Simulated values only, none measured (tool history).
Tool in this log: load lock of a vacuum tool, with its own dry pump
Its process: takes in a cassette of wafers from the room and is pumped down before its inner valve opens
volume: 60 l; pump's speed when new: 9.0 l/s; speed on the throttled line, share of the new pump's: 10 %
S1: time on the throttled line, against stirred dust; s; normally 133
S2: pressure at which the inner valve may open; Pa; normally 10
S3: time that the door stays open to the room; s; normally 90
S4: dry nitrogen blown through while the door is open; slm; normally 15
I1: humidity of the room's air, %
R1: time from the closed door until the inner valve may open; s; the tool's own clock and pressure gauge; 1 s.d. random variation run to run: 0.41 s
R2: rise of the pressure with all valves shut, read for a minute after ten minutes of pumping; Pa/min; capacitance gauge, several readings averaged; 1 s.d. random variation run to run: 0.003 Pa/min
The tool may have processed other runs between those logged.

{"run": 1, "hour": 0.0, "S1": 133, "S2": 10, "S3": 90, "S4": 15, "I1": 47.1, "R1": 188.6, "R2": 0.036}
{"run": 2, "hour": 421.9, "S1": 188, "S2": 10, "S3": 90, "S4": 15, "I1": 41.7, "R1": 236.7, "R2": 0.026}
{"run": 3, "hour": 702.6, "S1": 133, "S2": 10, "S3": 90, "S4": 15, "I1": 44.8, "R1": 188.9, "R2": 0.035}
{"run": 4, "hour": 947.7, "S1": 133, "S2": 10, "S3": 90, "S4": 15, "I1": 45.4, "R1": 188.6, "R2": 0.033}
{"run": 5, "hour": 1243.8, "S1": 133, "S2": 10, "S3": 90, "S4": 15, "I1": 42.6, "R1": 189.4, "R2": 0.036}
{"run": 6, "hour": 1545.0, "S1": 133, "S2": 10, "S3": 90, "S4": 15, "I1": 41.1, "R1": 189.6, "R2": 0.035}
{"run": 7, "hour": 1729.5, "S1": 133, "S2": 10, "S3": 90, "S4": 15, "I1": 48.4, "R1": 189.9, "R2": 0.039}
{"run": 8, "hour": 1951.7, "S1": 133, "S2": 10, "S3": 55, "S4": 15, "I1": 44.9, "R1": 189.9, "R2": 0.033}
{"run": 9, "hour": 2289.3, "S1": 133, "S2": 10, "S3": 90, "S4": 9, "I1": 44.1, "R1": 189.9, "R2": 0.042}

Predict the results of run 10:
{"run": 10, "hour": 2513.9, "S1": 133, "S2": 10, "S3": 90, "S4": 9, "I1": 45.6, "R1": "?", "R2": "?"}

R1: 190.3 s
R2: 0.048 Pa/min
Minus the tool's unlogged condition, the same run would have read R1 182.6 s, R2 0.024 Pa/min.

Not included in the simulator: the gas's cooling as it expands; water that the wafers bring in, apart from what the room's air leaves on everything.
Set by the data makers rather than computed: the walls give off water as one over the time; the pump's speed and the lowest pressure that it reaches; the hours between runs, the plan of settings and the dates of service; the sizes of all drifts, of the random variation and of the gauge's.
